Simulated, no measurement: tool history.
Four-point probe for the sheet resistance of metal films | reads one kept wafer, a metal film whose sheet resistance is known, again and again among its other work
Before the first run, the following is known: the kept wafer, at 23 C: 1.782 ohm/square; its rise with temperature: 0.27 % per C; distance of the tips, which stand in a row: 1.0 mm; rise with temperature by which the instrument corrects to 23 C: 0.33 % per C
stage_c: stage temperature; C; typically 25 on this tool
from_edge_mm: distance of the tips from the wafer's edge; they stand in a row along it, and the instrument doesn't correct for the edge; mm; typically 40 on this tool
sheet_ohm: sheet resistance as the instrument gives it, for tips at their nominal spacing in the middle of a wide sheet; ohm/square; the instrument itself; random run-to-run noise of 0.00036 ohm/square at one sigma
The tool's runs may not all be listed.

run 1 hour=0 | stage_c=25 from_edge_mm=40 | sheet_ohm=1.767426
run 2 hour=14.2 | stage_c=21 from_edge_mm=40 | sheet_ohm=1.771035
run 3 hour=31.9 | stage_c=26 from_edge_mm=40 | sheet_ohm=1.766305
run 4 hour=52.7 | stage_c=26 from_edge_mm=40 | sheet_ohm=1.765942
run 5 hour=76 | stage_c=30 from_edge_mm=40 | sheet_ohm=1.762303
run 6 hour=87.3 | stage_c=29 from_edge_mm=40 | sheet_ohm=1.763123
run 7 hour=112.1 | stage_c=25 from_edge_mm=40 | sheet_ohm=1.766574
run 8 hour=136.2 | stage_c=25 from_edge_mm=40 | sheet_ohm=1.766584
run 9 hour=163.5 | stage_c=25 from_edge_mm=40 | sheet_ohm=1.766926
run 10 hour=185.4 | stage_c=20 from_edge_mm=7 | sheet_ohm=1.790321
run 11 hour=200.2 | stage_c=20 from_edge_mm=12 | sheet_ohm=1.777436
run 12 hour=220.3 | stage_c=34 from_edge_mm=13 | sheet_ohm=1.762806
run 13 hour=231.7 | stage_c=20 from_edge_mm=40 | sheet_ohm=1.771827

What if the next run were any one of these 3? Each begins from the tool's condition after run 13:
run A hour=249.1 | stage_c=29 from_edge_mm=40 | sheet_ohm=?
run B hour=249.1 | stage_c=24 from_edge_mm=3 | sheet_ohm=?
run C hour=249.1 | stage_c=23 from_edge_mm=9 | sheet_ohm=?

run=A sheet_ohm=1.761924
run=B sheet_ohm=1.866107
run=C sheet_ohm=1.779645
Stripped of hidden state, with their random variation kept, the same runs would have yielded:
run=A sheet_ohm=1.776182
run=B sheet_ohm=1.881118
run=C sheet_ohm=1.794021
